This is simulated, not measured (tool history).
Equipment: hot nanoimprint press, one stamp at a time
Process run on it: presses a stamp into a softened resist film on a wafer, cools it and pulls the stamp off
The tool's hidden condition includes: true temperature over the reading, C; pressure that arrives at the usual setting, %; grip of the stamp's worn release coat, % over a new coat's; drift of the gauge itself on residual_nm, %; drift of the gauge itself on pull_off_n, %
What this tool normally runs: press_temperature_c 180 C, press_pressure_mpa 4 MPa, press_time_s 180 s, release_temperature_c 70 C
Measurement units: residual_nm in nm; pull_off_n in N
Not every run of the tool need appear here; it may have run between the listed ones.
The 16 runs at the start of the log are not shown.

run	day	press_temperature_c	press_pressure_mpa	press_time_s	release_temperature_c	hours of work since the thermocouple was calibrated	imprints on the stamp's release coat	hours of work since the press's seals were changed	residual_nm	pull_off_n
17	5.3	180	4	180	66	74	604	135	175.3	165
18	5.642	180	4	180	66	77	624	138	174.8	164
19	5.85	192	4	195	55	79	636	140	133.5	176
20	6.15	192	4	195	55	82	654	143	133.4	175
21	6.421	180	3.17	180	70	85	670	146	194.1	159
22	6.738	180	3.17	180	70	88	689	149	194	158
23	7.154	187	2.99	93	72	92	713	154	208	157
24	7.512	187	2.99	301	67	96	734	157	150.5	164
25	7.879	187	2.99	301	67	100	756	161	150.7	164
26	8.071	173	2.7	172	63	102	767	163	232.8	165
# day 8.575: stamp cleaned and given a new release coat
27	8.583	169	4.72	303	67	104	1	166	177.1	164
28	8.875	169	4.88	303	67	107	18	169	173.9	160
29	9.117	169	3.17	303	71	110	32	171	209.7	159
30	9.479	180	3.11	163	76	114	54	175	199.7	153

Alternative continuations, all from the tool just after run 30; predict every row:
A	9.742	185	4	180	70	116	69	177	?	?
B	9.742	180	6.16	163	76	116	69	177	?	?
C	9.742	180	3.4	316	76	116	69	177	?	?
D	9.742	190	4.85	253	76	116	69	177	?	?

run	residual_nm	pull_off_n
A	157.3	159
B	143.4	157
C	160.7	154
D	114.5	154
With no hidden state in the tool, these same runs would have given:
run	residual_nm	pull_off_n
A	157.3	159
B	143.4	157
C	160.7	154
D	114.5	154
